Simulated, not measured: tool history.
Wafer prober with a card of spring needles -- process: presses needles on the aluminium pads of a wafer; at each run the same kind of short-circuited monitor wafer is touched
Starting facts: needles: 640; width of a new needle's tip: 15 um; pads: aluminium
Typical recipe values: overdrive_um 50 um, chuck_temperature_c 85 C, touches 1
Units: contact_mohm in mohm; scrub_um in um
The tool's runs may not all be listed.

run 1 day=0 | overdrive_um=50 chuck_temperature_c=85 touches=1 | contact_mohm=180 scrub_um=9.37
run 2 day=2.862 | overdrive_um=50 chuck_temperature_c=85 touches=1 | contact_mohm=182 scrub_um=9.36
run 3 day=6.146 | overdrive_um=50 chuck_temperature_c=85 touches=1 | contact_mohm=178 scrub_um=9.24
run 4 day=9.075 | overdrive_um=50 chuck_temperature_c=85 touches=1 | contact_mohm=179 scrub_um=9.3
run 5 day=11.133 | overdrive_um=50 chuck_temperature_c=85 touches=1 | contact_mohm=181 scrub_um=9.11
run 6 day=12.708 | overdrive_um=50 chuck_temperature_c=85 touches=1 | contact_mohm=181 scrub_um=9.18
run 7 day=15.354 | overdrive_um=50 chuck_temperature_c=85 touches=1 | contact_mohm=179 scrub_um=9
run 8 day=17.429 | overdrive_um=50 chuck_temperature_c=85 touches=1 | contact_mohm=177 scrub_um=9.35
run 9 day=19.529 | overdrive_um=50 chuck_temperature_c=85 touches=1 | contact_mohm=180 scrub_um=9.06
run 10 day=22.071 | overdrive_um=43 chuck_temperature_c=30 touches=1 | contact_mohm=172 scrub_um=7.98
run 11 day=25.312 | overdrive_um=43 chuck_temperature_c=30 touches=1 | contact_mohm=171 scrub_um=7.94
run 12 day=28.408 | overdrive_um=43 chuck_temperature_c=30 touches=1 | contact_mohm=171 scrub_um=8.07
run 13 day=30.9 | overdrive_um=56 chuck_temperature_c=26 touches=1 | contact_mohm=166 scrub_um=10.52
run 14 day=33.05 | overdrive_um=50 chuck_temperature_c=37 touches=2 | contact_mohm=170 scrub_um=9.25
run 15 day=35.708 | overdrive_um=68 chuck_temperature_c=33 touches=2 | contact_mohm=164 scrub_um=12.71
run 16 day=37.542 | overdrive_um=68 chuck_temperature_c=33 touches=2 | contact_mohm=163 scrub_um=12.35
run 17 day=40.317 | overdrive_um=62 chuck_temperature_c=25 touches=1 | contact_mohm=166 scrub_um=11.37
run 18 day=44.179 | overdrive_um=62 chuck_temperature_c=46 touches=1 | contact_mohm=167 scrub_um=11.39

Not shown: 85 entries that the log had between the listed runs. Between which runs, and how does the tool's hidden state differ before and after?
In the gap between runs 1 and 2: tips cleaned on abrasive film (day 0.454); tips cleaned on abrasive film (day 1.025); tips cleaned on abrasive film (day 1.479); tips cleaned on abrasive film (day 2.05); tips cleaned on abrasive film (day 2.617)
  debris on the tips, nm: 0.1 -> 0.2
In the gap between runs 2 and 3: tips cleaned on abrasive film (day 3.092); tips cleaned on abrasive film (day 3.662); tips cleaned on abrasive film (day 4.229); tips cleaned on abrasive film (day 4.688); tips cleaned on abrasive film (day 5.254); tips cleaned on abrasive film (day 5.825)
  debris on the tips, nm: 0.2 -> 0.3
In the gap between runs 3 and 4: tips cleaned on abrasive film (day 6.375); tips cleaned on abrasive film (day 6.946); tips cleaned on abrasive film (day 7.512); tips cleaned on abrasive film (day 7.967); tips cleaned on abrasive film (day 8.538); tips cleaned on abrasive film (day 9.075)
  debris on the tips, nm: 0.3 -> 0; way that the needles fall short of the set height, um: 0.01 -> 0.02
In the gap between runs 4 and 5: tips cleaned on abrasive film (day 9.646); tips cleaned on abrasive film (day 10.1); tips cleaned on abrasive film (day 10.671); tips cleaned on abrasive film (day 11.133)
  no difference in the tool's unlogged condition between these two runs
In the gap between runs 5 and 6: tips cleaned on abrasive film (day 11.7); tips cleaned on abrasive film (day 12.271)
  debris on the tips, nm: 0 -> 0.3
In the gap between runs 6 and 7: tips cleaned on abrasive film (day 12.825); tips cleaned on abrasive film (day 13.279); height of the first contact set anew (day 13.521); tips cleaned on abrasive film (day 13.862); tips cleaned on abrasive film (day 14.317); tips cleaned on abrasive film (day 14.888); tips cleaned on abrasive film (day 15.342)
  debris on the tips, nm: 0.3 -> 0; way that the needles fall short of the set height, um: 0.02 -> 0
In the gap between runs 7 and 8: tips cleaned on abrasive film (day 15.812); tips cleaned on abrasive film (day 16.379); tips cleaned on abrasive film (day 16.95); tips cleaned on abrasive film (day 17.429)
  way that the needles fall short of the set height, um: 0 -> 0.01
In the gap between runs 8 and 9: tips cleaned on abrasive film (day 17.996); tips cleaned on abrasive film (day 18.454); tips cleaned on abrasive film (day 18.908); tips cleaned on abrasive film (day 19.475)
  debris on the tips, nm: 0 -> 0.1
In the gap between runs 9 and 10: tips cleaned on abrasive film (day 19.983); tips cleaned on abrasive film (day 20.438); tips cleaned on abrasive film (day 21.008); tips cleaned on abrasive film (day 21.462); tips cleaned on abrasive film (day 22.033)
  tips' diameter, um: 15.06 -> 15.07
In the gap between runs 10 and 11: tips cleaned on abrasive film (day 22.525); tips cleaned on abrasive film (day 22.979); tips cleaned on abrasive film (day 23.55); tips cleaned on abrasive film (day 24.117); tips cleaned on abrasive film (day 24.688); tips cleaned on abrasive film (day 25.254)
  way that the needles fall short of the set height, um: 0.01 -> 0.02
In the gap between runs 11 and 12: tips cleaned on abrasive film (day 25.767); tips cleaned on abrasive film (day 26.225); tips cleaned on abrasive film (day 26.792); tips cleaned on abrasive film (day 27.362); tips cleaned on abrasive film (day 27.929); tips cleaned on abrasive film (day 28.408)
  debris on the tips, nm: 0.1 -> 0
In the gap between runs 12 and 13: tips cleaned on abrasive film (day 28.975); tips cleaned on abrasive film (day 29.546); tips cleaned on abrasive film (day 30.112); tips cleaned on abrasive film (day 30.683)
  debris on the tips, nm: 0 -> 0.2
In the gap between runs 13 and 14: tips cleaned on abrasive film (day 31.246); height of the first contact set anew (day 31.258); tips cleaned on abrasive film (day 31.825); tips cleaned on abrasive film (day 32.279); tips cleaned on abrasive film (day 32.85)
  way that the needles fall short of the set height, um: 0.02 -> 0
In the gap between runs 14 and 15: tips cleaned on abrasive film (day 33.396); tips cleaned on abrasive film (day 33.962); tips cleaned on abrasive film (day 34.529); tips cleaned on abrasive film (day 35.1); tips cleaned on abrasive film (day 35.667)
  debris on the tips, nm: 0.2 -> 0.1; way that the needles fall short of the set height, um: 0 -> 0.01
In the gap between runs 15 and 16: tips cleaned on abrasive film (day 36.167); tips cleaned on abrasive film (day 36.733); tips cleaned on abrasive film (day 37.304)
  debris on the tips, nm: 0.1 -> 0.2
In the gap between runs 16 and 17: tips cleaned on abrasive film (day 37.771); tips cleaned on abrasive film (day 38.338); tips cleaned on abrasive film (day 38.908); tips cleaned on abrasive film (day 39.475); tips cleaned on abrasive film (day 40.046)
  no difference in the tool's unlogged condition between these two runs
In the gap between runs 17 and 18: tips cleaned on abrasive film (day 40.546); tips cleaned on abrasive film (day 41.117); tips cleaned on abrasive film (day 41.683); tips cleaned on abrasive film (day 42.138); card fitted with new needles (day 42.638); tips cleaned on abrasive film (day 43.208); tips cleaned on abrasive film (day 43.662); tips cleaned on abrasive film (day 44.179)
  debris on the tips, nm: 0.2 -> 0; way that the needles fall short of the set height, um: 0.01 -> 0; tips' diameter, um: 15.07 -> 15
